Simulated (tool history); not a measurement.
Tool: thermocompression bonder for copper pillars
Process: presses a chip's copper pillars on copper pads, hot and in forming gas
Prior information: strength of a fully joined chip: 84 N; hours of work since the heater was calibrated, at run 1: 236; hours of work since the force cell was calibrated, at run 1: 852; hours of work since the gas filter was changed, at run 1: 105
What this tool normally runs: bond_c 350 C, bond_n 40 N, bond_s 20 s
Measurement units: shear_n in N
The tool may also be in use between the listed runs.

| run | hour | bond_c | bond_n | bond_s | hours of work since the heater was calibrated | hours of work since the force cell was calibrated | hours of work since the gas filter was changed | shear_n |
|---|---|---|---|---|---|---|---|---|
| 1 | 0 | 350 | 40 | 20 | 236 | 852 | 105 | 29.9 |
| 2 | 29.7 | 350 | 40 | 20 | 260 | 875 | 128 | 29.7 |
| 3 | 99.3 | 350 | 40 | 20 | 315 | 931 | 184 | 29.3 |
| 4 | 145 | 350 | 40 | 20 | 352 | 967 | 220 | 29 |
| 5 | 204.4 | 350 | 48 | 20 | 399 | 1015 | 268 | 34.9 |
| 6 | 243.3 | 350 | 26 | 20 | 430 | 1046 | 299 | 18.5 |
| 7 | 299.9 | 350 | 26 | 20 | 475 | 1091 | 344 | 17.9 |
| 8 | 331.2 | 350 | 26 | 20 | 500 | 1116 | 369 | 18 |
| 9 | 390 | 376 | 31 | 30 | 547 | 1163 | 415 | 33 |
|  | 410.7 | heater calibrated with a thermocouple chip |
| 10 | 450.7 | 376 | 31 | 30 | 32 | 1209 | 462 | 32.1 |
|  | 483 | forming gas filter changed |
| 11 | 484.3 | 328 | 54 | 20 | 58 | 1236 | 1 | 30.5 |
|  | 521.9 | heater calibrated with a thermocouple chip, once more |
| 12 | 544.1 | 356 | 51 | 51 | 18 | 1282 | 47 | 55.1 |
| 13 | 584.3 | 366 | 32 | 28 | 50 | 1314 | 79 | 32.5 |
| 14 | 637.1 | 366 | 32 | 28 | 92 | 1356 | 121 | 32 |
| 15 | 683.7 | 366 | 32 | 28 | 129 | 1393 | 158 | 31.9 |
| 16 | 750.2 | 372 | 44 | 20 | 182 | 1446 | 211 | 39.8 |

Each row is a separate what-if for the run after 16, all from the same tool condition, not one after another. Results?
| A | 818.9 | 372 | 55 | 13 | 237 | 1501 | 266 | ? |
| B | 818.9 | 372 | 40 | 11 | 237 | 1501 | 266 | ? |
| C | 818.9 | 350 | 40 | 14 | 237 | 1501 | 266 | ? |
| D | 818.9 | 323 | 32 | 12 | 237 | 1501 | 266 | ? |

| run | shear_n |
|---|---|
| A | 41.5 |
| B | 28.7 |
| C | 25.3 |
| D | 13.4 |
What these runs would have given with no unlogged condition in the tool:
| run | shear_n |
|---|---|
| A | 42 |
| B | 29 |
| C | 25.6 |
| D | 13.6 |

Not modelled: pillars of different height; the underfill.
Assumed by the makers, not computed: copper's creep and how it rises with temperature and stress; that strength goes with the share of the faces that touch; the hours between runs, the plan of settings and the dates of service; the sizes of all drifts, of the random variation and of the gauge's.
